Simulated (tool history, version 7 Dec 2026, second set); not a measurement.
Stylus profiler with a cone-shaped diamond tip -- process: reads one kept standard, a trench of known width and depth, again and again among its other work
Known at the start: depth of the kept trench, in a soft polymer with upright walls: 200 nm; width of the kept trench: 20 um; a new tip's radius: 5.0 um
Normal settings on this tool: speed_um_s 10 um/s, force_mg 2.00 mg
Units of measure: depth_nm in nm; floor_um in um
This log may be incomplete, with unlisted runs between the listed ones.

Run 1, hour 0.0: usual settings. Result: depth_nm 200.55 nm, floor_um 16.39 um.
Run 2, hour 33.4: usual settings. Result: depth_nm 200.65 nm, floor_um 16.36 um.
Run 3, hour 56.3: usual settings but speed_um_s 4 um/s. Result: depth_nm 200.64 nm, floor_um 16.44 um.
Run 4, hour 76.6: usual settings but speed_um_s 4 um/s. Result: depth_nm 200.45 nm, floor_um 16.46 um.
Run 5, hour 95.8: usual settings but speed_um_s 3 um/s. Result: depth_nm 200.49 nm, floor_um 16.41 um.
Run 6, hour 129.3: usual settings but force_mg 2.60 mg. Result: depth_nm 200.84 nm, floor_um 16.33 um.
Run 7, hour 159.8: usual settings but force_mg 2.60 mg. Result: depth_nm 200.72 nm, floor_um 16.37 um.
Run 8, hour 187.6: usual settings but force_mg 2.60 mg. Result: depth_nm 200.68 nm, floor_um 16.40 um.
Run 9, hour 220.4: usual settings but force_mg 2.60 mg. Result: depth_nm 200.62 nm, floor_um 16.33 um.
Run 10, hour 241.2: usual settings but speed_um_s 29 um/s, force_mg 2.60 mg. Result: depth_nm 200.78 nm, floor_um 16.27 um.
Run 11, hour 258.6: usual settings but speed_um_s 29 um/s, force_mg 2.60 mg. Result: depth_nm 200.75 nm, floor_um 16.23 um.
Run 12, hour 298.5: usual settings but speed_um_s 9 um/s, force_mg 3.10 mg. Result: depth_nm 201.03 nm, floor_um 16.35 um.
Run 13, hour 329.5: usual settings but speed_um_s 25 um/s, force_mg 0.77 mg. Result: depth_nm 199.69 nm, floor_um 16.17 um.
Run 14, hour 362.4: usual settings but speed_um_s 2 um/s, force_mg 0.69 mg. Result: depth_nm 199.54 nm, floor_um 16.36 um.
Run 15, hour 400.0: usual settings but speed_um_s 2 um/s, force_mg 0.69 mg. Result: depth_nm 199.74 nm, floor_um 16.33 um.
Run 16, hour 441.3: usual settings but speed_um_s 29 um/s, force_mg 2.05 mg. Result: depth_nm 200.36 nm, floor_um 16.16 um.
Run 17, hour 466.8: usual settings but speed_um_s 29 um/s, force_mg 2.05 mg. Result: depth_nm 200.27 nm, floor_um 16.19 um.
Run 18, hour 491.2: usual settings but speed_um_s 3 um/s, force_mg 3.46 mg. Result: depth_nm 201.08 nm, floor_um 16.28 um.
Run 19, hour 513.4: usual settings but speed_um_s 12 um/s, force_mg 2.16 mg. Result: depth_nm 200.41 nm, floor_um 16.25 um.
Run 20, hour 549.0: usual settings but force_mg 1.36 mg. Result: depth_nm 199.78 nm, floor_um 16.19 um.
Run 21, hour 566.4: usual settings but speed_um_s 6 um/s, force_mg 4.27 mg. Result: depth_nm 201.28 nm, floor_um 16.31 um.

Some steps in depth_nm, run to run, broken into two amounts with sign: the step expected even without the hidden condition (settings, incoming material, random variation), and the rest, left for the hidden condition together with whatever gauge scatter is not in both the measured and the hidden-condition-free result:
Hidden state present: radius of the tip, um; height scale over the true one, %; drift of the gauge itself on depth_nm, %; drift of the gauge itself on floor_um, %.
Run 1 -> 2: no setting touched and nothing written in the log between the runs. depth_nm +0.10 nm: hidden state -0.02, all else +0.12.
Run 5 -> 6: speed_um_s 3 -> 10, force_mg 2.00 -> 2.60. depth_nm +0.35 nm: hidden state -0.02, all else +0.37.
Run 12 -> 13: speed_um_s 9 -> 25, force_mg 3.10 -> 0.77. depth_nm -1.34 nm: hidden state -0.01, all else -1.33.
Run 20 -> 21: speed_um_s 10 -> 6, force_mg 1.36 -> 4.27. depth_nm +1.50 nm: hidden state -0.02, all else +1.52.
